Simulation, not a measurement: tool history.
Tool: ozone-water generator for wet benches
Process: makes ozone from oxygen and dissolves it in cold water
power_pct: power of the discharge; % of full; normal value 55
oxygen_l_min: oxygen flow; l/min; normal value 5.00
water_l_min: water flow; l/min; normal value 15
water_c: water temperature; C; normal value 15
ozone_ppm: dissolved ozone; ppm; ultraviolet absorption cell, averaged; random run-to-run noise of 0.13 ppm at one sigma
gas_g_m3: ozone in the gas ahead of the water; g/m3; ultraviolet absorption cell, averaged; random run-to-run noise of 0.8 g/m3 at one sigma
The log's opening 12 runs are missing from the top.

run,hour,power_pct,oxygen_l_min,water_l_min,water_c,hours of work since the electrodes were changed,hours of work since the contactor was cleaned,hours of work since the thermometer was calibrated,ozone_ppm,gas_g_m3
13,268.9,55,5.00,15,15,402,1794,2918,12.4,123.1
14,282.2,55,5.00,15,15,415,1806,2931,12.2,122.1
15,303.5,55,5.00,15,15,435,1827,2952,12.0,122.1
16,328.4,55,5.00,15,15,459,1851,2975,12.4,123.3
# hour 347.4: water thermometer calibrated
17,355.0,46,4.23,15,15,484,1876,7,11.3,121.6
18,385.5,55,5.15,15,10,514,1905,36,13.2,119.3
19,411.1,55,5.00,14,15,538,1929,61,13.1,123.1
20,435.9,67,5.00,14,10,562,1953,85,16.0,139.3
21,449.9,67,5.00,14,10,575,1967,98,16.1,138.1
22,464.8,67,5.00,21,10,590,1981,112,10.8,138.6
23,479.0,45,5.00,10,15,603,1994,126,15.0,106.8
24,495.1,70,8.30,10,8,619,2010,141,20.0,102.6
25,507.9,70,8.30,13,18,631,2022,154,13.7,103.8
26,536.8,52,4.03,10,18,658,2050,181,16.5,134.6
27,559.3,52,8.55,10,18,680,2071,203,13.1,83.1
28,585.7,43,3.14,10,18,705,2097,228,15.1,140.4
29,601.5,55,4.44,15,13,720,2112,243,12.9,132.0
30,624.9,55,4.44,15,13,743,2134,266,12.8,131.3
31,642.1,57,8.02,12,15,759,2151,282,13.3,92.3
32,673.5,57,8.02,20,15,789,2181,312,9.1,90.7

3 options for the next run, each taken on its own from the tool as it stands now. Forecast them:
A,692.6,56,3.55,15,10,808,2199,331,?,?
B,692.6,55,5.00,10,18,808,2199,331,?,?
C,692.6,51,3.06,13,15,808,2199,331,?,?

run,ozone_ppm,gas_g_m3
A,13.3,153.3
B,16.3,121.4
C,13.9,159.1
With no hidden state in the tool, these same runs would have given:
run,ozone_ppm,gas_g_m3
A,14.2,158.3
B,17.3,125.3
C,14.8,163.9

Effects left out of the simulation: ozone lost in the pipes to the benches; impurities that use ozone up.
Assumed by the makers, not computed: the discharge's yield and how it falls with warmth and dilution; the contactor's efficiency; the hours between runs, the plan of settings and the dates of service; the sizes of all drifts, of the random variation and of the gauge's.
